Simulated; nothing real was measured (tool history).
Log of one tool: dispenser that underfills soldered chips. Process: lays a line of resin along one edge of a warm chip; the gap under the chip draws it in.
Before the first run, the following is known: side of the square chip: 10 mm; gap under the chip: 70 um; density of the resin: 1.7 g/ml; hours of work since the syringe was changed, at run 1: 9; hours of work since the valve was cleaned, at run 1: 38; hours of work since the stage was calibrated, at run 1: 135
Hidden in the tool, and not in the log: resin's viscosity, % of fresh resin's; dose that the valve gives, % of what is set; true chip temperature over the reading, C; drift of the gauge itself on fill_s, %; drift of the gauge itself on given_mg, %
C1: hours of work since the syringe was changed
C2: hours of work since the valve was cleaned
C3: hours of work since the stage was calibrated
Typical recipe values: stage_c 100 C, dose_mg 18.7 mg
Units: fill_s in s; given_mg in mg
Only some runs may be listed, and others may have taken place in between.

{"run": 1, "hour": 0.0, "stage_c": 100, "dose_mg": 18.7, "C1": 9, "C2": 38, "C3": 135, "fill_s": 99.5, "given_mg": 18.15}
{"hour": 2.1, "done": "new syringe of resin"}
{"run": 2, "hour": 4.1, "stage_c": 100, "dose_mg": 18.7, "C1": 1, "C2": 41, "C3": 138, "fill_s": 53.6, "given_mg": 18.06}
{"run": 3, "hour": 10.3, "stage_c": 100, "dose_mg": 18.7, "C1": 6, "C2": 46, "C3": 143, "fill_s": 80.0, "given_mg": 18.09}
{"hour": 15.6, "done": "dispensing valve cleaned and set on the balance"}
{"hour": 17.2, "done": "new syringe of resin"}
{"run": 4, "hour": 17.5, "stage_c": 100, "dose_mg": 18.7, "C1": 0, "C2": 1, "C3": 147, "fill_s": 48.5, "given_mg": 18.63}
{"run": 5, "hour": 25.1, "stage_c": 104, "dose_mg": 18.7, "C1": 6, "C2": 7, "C3": 152, "fill_s": 66.2, "given_mg": 18.43}
{"run": 6, "hour": 29.1, "stage_c": 100, "dose_mg": 17.4, "C1": 9, "C2": 10, "C3": 155, "fill_s": 105.1, "given_mg": 17.28}
{"hour": 31.3, "done": "new syringe of resin"}
{"run": 7, "hour": 35.4, "stage_c": 100, "dose_mg": 17.4, "C1": 3, "C2": 14, "C3": 160, "fill_s": 60.8, "given_mg": 17.18}
{"run": 8, "hour": 42.0, "stage_c": 100, "dose_mg": 17.4, "C1": 8, "C2": 19, "C3": 165, "fill_s": 91.0, "given_mg": 17.25}
{"hour": 45.5, "done": "new syringe of resin"}
{"run": 9, "hour": 49.0, "stage_c": 100, "dose_mg": 18.7, "C1": 3, "C2": 24, "C3": 169, "fill_s": 57.7, "given_mg": 18.24}
{"run": 10, "hour": 54.5, "stage_c": 96, "dose_mg": 18.7, "C1": 7, "C2": 28, "C3": 174, "fill_s": 99.0, "given_mg": 18.21}
{"hour": 60.1, "done": "new syringe of resin"}
{"run": 11, "hour": 60.1, "stage_c": 100, "dose_mg": 18.7, "C1": 0, "C2": 32, "C3": 177, "fill_s": 46.8, "given_mg": 18.34}
{"run": 12, "hour": 66.8, "stage_c": 100, "dose_mg": 18.7, "C1": 5, "C2": 37, "C3": 182, "fill_s": 71.5, "given_mg": 18.18}
{"run": 13, "hour": 72.1, "stage_c": 100, "dose_mg": 18.7, "C1": 9, "C2": 40, "C3": 186, "fill_s": 102.4, "given_mg": 17.99}
{"hour": 74.3, "done": "new syringe of resin"}
{"run": 14, "hour": 78.9, "stage_c": 94, "dose_mg": 16.1, "C1": 3, "C2": 45, "C3": 191, "fill_s": 83.6, "given_mg": 15.63}
{"hour": 85.3, "done": "dispensing valve cleaned and set on the balance"}
{"run": 15, "hour": 85.4, "stage_c": 96, "dose_mg": 17.4, "C1": 7, "C2": 0, "C3": 195, "fill_s": 105.0, "given_mg": 17.47}
{"hour": 89.5, "done": "new syringe of resin"}
{"run": 16, "hour": 92.8, "stage_c": 92, "dose_mg": 18.7, "C1": 2, "C2": 5, "C3": 200, "fill_s": 80.9, "given_mg": 18.64}
{"run": 17, "hour": 99.8, "stage_c": 108, "dose_mg": 18.7, "C1": 7, "C2": 10, "C3": 205, "fill_s": 63.9, "given_mg": 18.56}
{"hour": 103.6, "done": "new syringe of resin"}
{"run": 18, "hour": 106.9, "stage_c": 97, "dose_mg": 22.8, "C1": 2, "C2": 15, "C3": 210, "fill_s": 61.6, "given_mg": 22.54}
{"run": 19, "hour": 113.4, "stage_c": 97, "dose_mg": 23.7, "C1": 7, "C2": 20, "C3": 215, "fill_s": 93.9, "given_mg": 23.49}
{"hour": 118.1, "done": "new syringe of resin"}
{"run": 20, "hour": 118.9, "stage_c": 86, "dose_mg": 23.7, "C1": 1, "C2": 24, "C3": 219, "fill_s": 88.2, "given_mg": 23.29}
{"run": 21, "hour": 124.8, "stage_c": 96, "dose_mg": 20.3, "C1": 5, "C2": 28, "C3": 223, "fill_s": 81.5, "given_mg": 19.84}
{"run": 22, "hour": 131.1, "stage_c": 96, "dose_mg": 20.3, "C1": 10, "C2": 33, "C3": 228, "fill_s": 124.9, "given_mg": 19.87}
{"hour": 132.1, "done": "new syringe of resin"}
{"run": 23, "hour": 135.7, "stage_c": 96, "dose_mg": 20.3, "C1": 3, "C2": 36, "C3": 231, "fill_s": 68.8, "given_mg": 19.81}

Subtracting, for every run, the result it would have given without the tool's unlogged condition from the measured result gives the following. The same run-to-run variation enters both numbers; the gauge's scatter may not:
run=1 fill_s=+52.3 given_mg=-0.54
run=2 fill_s=+5.3 given_mg=-0.58
run=3 fill_s=+31.7 given_mg=-0.65
run=4 fill_s=+0.3 given_mg=-0.01
run=5 fill_s=+26.1 given_mg=-0.10
run=6 fill_s=+55.6 given_mg=-0.13
run=7 fill_s=+12.0 given_mg=-0.18
run=8 fill_s=+43.3 given_mg=-0.25
run=9 fill_s=+9.9 given_mg=-0.35
run=10 fill_s=+41.4 given_mg=-0.41
run=11 fill_s=-1.2 given_mg=-0.47
run=12 fill_s=+23.9 given_mg=-0.54
run=13 fill_s=+53.2 given_mg=-0.60
run=14 fill_s=+20.0 given_mg=-0.57
run=15 fill_s=+48.4 given_mg=+0.02
run=16 fill_s=+12.9 given_mg=-0.06
run=17 fill_s=+29.7 given_mg=-0.14
run=18 fill_s=+7.8 given_mg=-0.25
run=19 fill_s=+40.2 given_mg=-0.35
run=20 fill_s=-0.8 given_mg=-0.41
run=21 fill_s=+25.4 given_mg=-0.42
run=22 fill_s=+67.8 given_mg=-0.49
run=23 fill_s=+12.1 given_mg=-0.54
